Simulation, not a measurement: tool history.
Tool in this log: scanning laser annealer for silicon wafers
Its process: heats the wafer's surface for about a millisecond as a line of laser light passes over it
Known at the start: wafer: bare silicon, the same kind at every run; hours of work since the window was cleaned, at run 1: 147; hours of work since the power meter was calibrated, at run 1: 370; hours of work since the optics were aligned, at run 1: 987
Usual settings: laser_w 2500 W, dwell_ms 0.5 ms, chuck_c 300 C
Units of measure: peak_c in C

run	hour	laser_w	dwell_ms	chuck_c	hours of work since the window was cleaned	hours of work since the power meter was calibrated	hours of work since the optics were aligned	peak_c
1	0	2500	0.5	300	147	370	987	1074
2	45.8	2500	0.5	300	171	395	1012	1074
3	87.1	2500	0.5	300	193	417	1034	1070
4	115.7	2500	0.5	300	209	432	1050	1067
5	153.4	2500	0.426	300	229	453	1070	1001
6	189.8	2500	0.5	300	249	472	1090	1064
7	221.8	2500	0.5	300	266	489	1107	1063
8	262.4	2500	0.5	300	288	511	1129	1063
9	298.3	2500	0.564	279	307	531	1148	1097
# hour 339.3: window over the wafer cleaned
10	347	2500	0.5	293	4	556	1173	1068
# hour 355: optics aligned, line set to its width
11	379.9	2359	0.422	290	19	571	13	963
12	433.6	2359	0.422	290	48	600	42	960
13	485.5	2373	0.547	314	76	628	70	1097

Here are 3 independent what-if runs from the current tool condition. What would each one return?
A	541.5	2709	0.378	296	106	658	101	?
B	541.5	2338	0.547	314	106	658	101	?
C	541.5	2373	0.567	314	106	658	101	?

run	peak_c
A	1013
B	1079
C	1109
Take away the tool's hidden state, keep each run's random variation, and the runs would have read:
run	peak_c
A	1023
B	1090
C	1120
